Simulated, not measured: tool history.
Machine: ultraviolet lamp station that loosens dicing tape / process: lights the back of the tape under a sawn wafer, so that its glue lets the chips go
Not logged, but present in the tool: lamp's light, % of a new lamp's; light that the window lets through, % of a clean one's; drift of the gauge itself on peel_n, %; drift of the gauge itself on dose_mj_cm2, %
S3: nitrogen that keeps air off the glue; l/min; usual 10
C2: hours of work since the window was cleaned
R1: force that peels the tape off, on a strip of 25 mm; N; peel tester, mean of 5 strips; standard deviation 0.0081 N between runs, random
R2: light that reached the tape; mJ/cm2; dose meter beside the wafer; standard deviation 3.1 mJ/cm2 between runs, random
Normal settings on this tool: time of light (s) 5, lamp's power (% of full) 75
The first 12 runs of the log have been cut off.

run 13 hour=279.2 | time_of_light_(s)=5 lamp's_power_(%_of_full)=72 S3=10 | hours_of_work_of_the_lamp=964 C2=406 | R1=0.815 R2=255
run 14 hour=296.5 | time_of_light_(s)=5 lamp's_power_(%_of_full)=72 S3=10 | hours_of_work_of_the_lamp=977 C2=418 | R1=0.839 R2=253
run 15 hour=316.8 | time_of_light_(s)=5 lamp's_power_(%_of_full)=75 S3=4 | hours_of_work_of_the_lamp=991 C2=433 | R1=1.131 R2=256
run 16 hour=347.6 | time_of_light_(s)=5 lamp's_power_(%_of_full)=75 S3=4 | hours_of_work_of_the_lamp=1014 C2=456 | R1=1.165 R2=252
run 17 hour=370.3 | time_of_light_(s)=5 lamp's_power_(%_of_full)=75 S3=4 | hours_of_work_of_the_lamp=1031 C2=472 | R1=1.136 R2=252
run 18 hour=397 | time_of_light_(s)=5 lamp's_power_(%_of_full)=75 S3=4 | hours_of_work_of_the_lamp=1050 C2=492 | R1=1.175 R2=247
run 19 hour=425.2 | time_of_light_(s)=5 lamp's_power_(%_of_full)=75 S3=4 | hours_of_work_of_the_lamp=1071 C2=512 | R1=1.184 R2=246
run 20 hour=439.8 | time_of_light_(s)=5 lamp's_power_(%_of_full)=75 S3=4 | hours_of_work_of_the_lamp=1082 C2=523 | R1=1.197 R2=238
run 21 hour=470.4 | time_of_light_(s)=5 lamp's_power_(%_of_full)=75 S3=4 | hours_of_work_of_the_lamp=1104 C2=545 | R1=1.237 R2=235
run 22 hour=494.8 | time_of_light_(s)=5 lamp's_power_(%_of_full)=75 S3=4 | hours_of_work_of_the_lamp=1122 C2=563 | R1=1.234 R2=232
-- hour=502 window cleaned of glue's vapour
run 23 hour=527.4 | time_of_light_(s)=4 lamp's_power_(%_of_full)=75 S3=20 | hours_of_work_of_the_lamp=1145 C2=19 | R1=0.844 R2=203

Run 24 is up next; what results do you expect?
run 24 hour=546.4 | time_of_light_(s)=4 lamp's_power_(%_of_full)=75 S3=20 | hours_of_work_of_the_lamp=1159 C2=32 | R1=? R2=?

R1: 0.869 N
R2: 202 mJ/cm2
If the tool had no hidden condition, the same run with the same run-to-run variation would have returned R1 0.351 N, R2 367 mJ/cm2.
